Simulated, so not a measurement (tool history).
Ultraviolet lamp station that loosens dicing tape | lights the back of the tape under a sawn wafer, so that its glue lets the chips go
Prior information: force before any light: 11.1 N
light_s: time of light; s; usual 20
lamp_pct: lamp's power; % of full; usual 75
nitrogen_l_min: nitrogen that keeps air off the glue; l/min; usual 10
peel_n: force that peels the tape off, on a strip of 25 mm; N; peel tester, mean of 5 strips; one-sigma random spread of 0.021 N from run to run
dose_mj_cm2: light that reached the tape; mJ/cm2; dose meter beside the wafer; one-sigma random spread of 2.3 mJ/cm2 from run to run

| run | day | light_s | lamp_pct | nitrogen_l_min | peel_n | dose_mj_cm2 |
|---|---|---|---|---|---|---|
| 1 | 0 | 20 | 75 | 10 | 1.018 | 208 |
| 2 | 0.258 | 20 | 75 | 10 | 0.996 | 211 |
| 3 | 0.571 | 20 | 75 | 10 | 1.04 | 210 |
| 4 | 0.733 | 20 | 80 | 10 | 0.921 | 221 |
| 5 | 0.904 | 20 | 80 | 10 | 0.889 | 224 |
| 6 | 1.267 | 20 | 80 | 10 | 0.925 | 224 |
| 7 | 1.529 | 20 | 80 | 10 | 0.881 | 221 |
| 8 | 1.808 | 20 | 80 | 10 | 0.867 | 221 |
| 9 | 2.179 | 20 | 80 | 10 | 0.9 | 226 |
| 10 | 2.438 | 20 | 80 | 10 | 0.865 | 221 |
| 11 | 2.775 | 14 | 75 | 10 | 2.093 | 146 |
| 12 | 3.154 | 20 | 75 | 10 | 1.03 | 206 |
| 13 | 3.342 | 20 | 75 | 10 | 1.016 | 209 |
| 14 | 3.562 | 20 | 75 | 10 | 1.051 | 206 |
| 15 | 3.833 | 20 | 75 | 7 | 1.229 | 211 |
| 16 | 4.167 | 20 | 75 | 7 | 1.282 | 212 |
| 17 | 4.429 | 20 | 75 | 7 | 1.224 | 203 |
| 18 | 4.608 | 20 | 75 | 7 | 1.265 | 208 |
| 19 | 4.971 | 20 | 75 | 5 | 1.523 | 210 |
| 20 | 5.321 | 20 | 75 | 5 | 1.501 | 207 |
| 21 | 5.504 | 20 | 75 | 12 | 0.898 | 211 |
| 22 | 5.717 | 20 | 75 | 10 | 1.036 | 209 |
| 23 | 5.996 | 20 | 75 | 10 | 1.046 | 204 |

Run 24 is up next; what results do you expect?
| 24 | 6.204 | 10 | 75 | 14 | ? | ? |

peel_n: 2.919 N
dose_mj_cm2: 102 mJ/cm2
Without the tool's hidden state the same run would have given peel_n 2.917 N, dose_mj_cm2 102 mJ/cm2.
